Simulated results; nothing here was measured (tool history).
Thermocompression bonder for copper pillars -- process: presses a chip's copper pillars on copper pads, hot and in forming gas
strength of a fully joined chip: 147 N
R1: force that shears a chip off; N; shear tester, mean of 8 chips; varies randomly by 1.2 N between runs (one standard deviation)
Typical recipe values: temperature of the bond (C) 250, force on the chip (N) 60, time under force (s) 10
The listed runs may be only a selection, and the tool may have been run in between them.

{"run": 1, "hour": 0.0, "temperature of the bond (C)": 250, "force on the chip (N)": 60, "time under force (s)": 10, "R1": 106.5}
{"run": 2, "hour": 20.2, "temperature of the bond (C)": 250, "force on the chip (N)": 60, "time under force (s)": 10, "R1": 106.5}
{"run": 3, "hour": 40.8, "temperature of the bond (C)": 250, "force on the chip (N)": 60, "time under force (s)": 11, "R1": 107.6}
{"run": 4, "hour": 71.3, "temperature of the bond (C)": 226, "force on the chip (N)": 60, "time under force (s)": 10, "R1": 78.7}
{"run": 5, "hour": 94.2, "temperature of the bond (C)": 226, "force on the chip (N)": 60, "time under force (s)": 10, "R1": 79.1}
{"run": 6, "hour": 124.7, "temperature of the bond (C)": 226, "force on the chip (N)": 60, "time under force (s)": 10, "R1": 78.9}
{"run": 7, "hour": 157.6, "temperature of the bond (C)": 262, "force on the chip (N)": 60, "time under force (s)": 10, "R1": 118.0}
{"run": 8, "hour": 179.6, "temperature of the bond (C)": 250, "force on the chip (N)": 60, "time under force (s)": 15, "R1": 115.5}
{"run": 9, "hour": 212.7, "temperature of the bond (C)": 250, "force on the chip (N)": 60, "time under force (s)": 15, "R1": 117.8}
{"run": 10, "hour": 234.2, "temperature of the bond (C)": 250, "force on the chip (N)": 60, "time under force (s)": 10, "R1": 106.6}
{"run": 11, "hour": 253.4, "temperature of the bond (C)": 250, "force on the chip (N)": 60, "time under force (s)": 10, "R1": 105.1}
{"hour": 268.4, "done": "forming gas filter changed"}
{"run": 12, "hour": 269.5, "temperature of the bond (C)": 250, "force on the chip (N)": 60, "time under force (s)": 10, "R1": 106.6}
{"run": 13, "hour": 301.9, "temperature of the bond (C)": 250, "force on the chip (N)": 60, "time under force (s)": 10, "R1": 106.6}
{"run": 14, "hour": 317.0, "temperature of the bond (C)": 250, "force on the chip (N)": 60, "time under force (s)": 10, "R1": 107.1}
{"run": 15, "hour": 352.5, "temperature of the bond (C)": 250, "force on the chip (N)": 62, "time under force (s)": 10, "R1": 108.9}
{"run": 16, "hour": 371.4, "temperature of the bond (C)": 250, "force on the chip (N)": 62, "time under force (s)": 10, "R1": 105.8}
{"run": 17, "hour": 404.8, "temperature of the bond (C)": 250, "force on the chip (N)": 62, "time under force (s)": 10, "R1": 108.1}
{"run": 18, "hour": 435.8, "temperature of the bond (C)": 250, "force on the chip (N)": 62, "time under force (s)": 10, "R1": 108.4}
{"run": 19, "hour": 463.9, "temperature of the bond (C)": 250, "force on the chip (N)": 62, "time under force (s)": 10, "R1": 108.2}
{"run": 20, "hour": 485.9, "temperature of the bond (C)": 250, "force on the chip (N)": 62, "time under force (s)": 10, "R1": 108.9}
{"run": 21, "hour": 510.4, "temperature of the bond (C)": 250, "force on the chip (N)": 80, "time under force (s)": 10, "R1": 122.6}
{"run": 22, "hour": 532.3, "temperature of the bond (C)": 250, "force on the chip (N)": 75, "time under force (s)": 10, "R1": 118.7}
{"hour": 537.3, "done": "forming gas filter changed"}
{"run": 23, "hour": 563.3, "temperature of the bond (C)": 250, "force on the chip (N)": 75, "time under force (s)": 10, "R1": 117.2}
{"run": 24, "hour": 580.4, "temperature of the bond (C)": 250, "force on the chip (N)": 48, "time under force (s)": 7, "R1": 84.8}
{"run": 25, "hour": 615.6, "temperature of the bond (C)": 273, "force on the chip (N)": 48, "time under force (s)": 10, "R1": 117.0}
{"hour": 621.1, "done": "heater calibrated with a thermocouple chip"}
{"run": 26, "hour": 647.7, "temperature of the bond (C)": 278, "force on the chip (N)": 39, "time under force (s)": 19, "R1": 123.3}
{"run": 27, "hour": 669.0, "temperature of the bond (C)": 278, "force on the chip (N)": 39, "time under force (s)": 19, "R1": 125.4}
{"run": 28, "hour": 702.3, "temperature of the bond (C)": 268, "force on the chip (N)": 65, "time under force (s)": 10, "R1": 127.8}
{"run": 29, "hour": 719.8, "temperature of the bond (C)": 246, "force on the chip (N)": 38, "time under force (s)": 8, "R1": 69.2}
{"run": 30, "hour": 744.0, "temperature of the bond (C)": 265, "force on the chip (N)": 69, "time under force (s)": 8, "R1": 121.1}
{"run": 31, "hour": 774.3, "temperature of the bond (C)": 231, "force on the chip (N)": 41, "time under force (s)": 10, "R1": 62.9}
{"hour": 806.7, "done": "forming gas filter changed"}
{"run": 32, "hour": 806.7, "temperature of the bond (C)": 231, "force on the chip (N)": 41, "time under force (s)": 10, "R1": 63.3}
{"run": 33, "hour": 822.2, "temperature of the bond (C)": 250, "force on the chip (N)": 60, "time under force (s)": 11, "R1": 109.5}
{"run": 34, "hour": 846.3, "temperature of the bond (C)": 237, "force on the chip (N)": 47, "time under force (s)": 19, "R1": 95.4}
{"run": 35, "hour": 862.2, "temperature of the bond (C)": 237, "force on the chip (N)": 47, "time under force (s)": 19, "R1": 93.9}
{"run": 36, "hour": 880.6, "temperature of the bond (C)": 237, "force on the chip (N)": 39, "time under force (s)": 18, "R1": 81.3}
{"run": 37, "hour": 911.5, "temperature of the bond (C)": 276, "force on the chip (N)": 38, "time under force (s)": 10, "R1": 106.2}
{"run": 38, "hour": 933.8, "temperature of the bond (C)": 276, "force on the chip (N)": 38, "time under force (s)": 10, "R1": 107.7}
{"run": 39, "hour": 949.8, "temperature of the bond (C)": 245, "force on the chip (N)": 60, "time under force (s)": 29, "R1": 125.3}
{"run": 40, "hour": 967.0, "temperature of the bond (C)": 222, "force on the chip (N)": 60, "time under force (s)": 21, "R1": 93.0}

Predict each of these 3 candidate next runs independently; none follows another, all start after run 40:
{"run": "A", "hour": 999.1, "temperature of the bond (C)": 230, "force on the chip (N)": 62, "time under force (s)": 21, "R1": "?"}
{"run": "B", "hour": 999.1, "temperature of the bond (C)": 259, "force on the chip (N)": 56, "time under force (s)": 5, "R1": "?"}
{"run": "C", "hour": 999.1, "temperature of the bond (C)": 250, "force on the chip (N)": 85, "time under force (s)": 10, "R1": "?"}

run=A R1=106.9
run=B R1=92.5
run=C R1=125.3
Had the tool no hidden state, the same runs would have come out as:
run=A R1=107.2
run=B R1=92.8
run=C R1=125.7
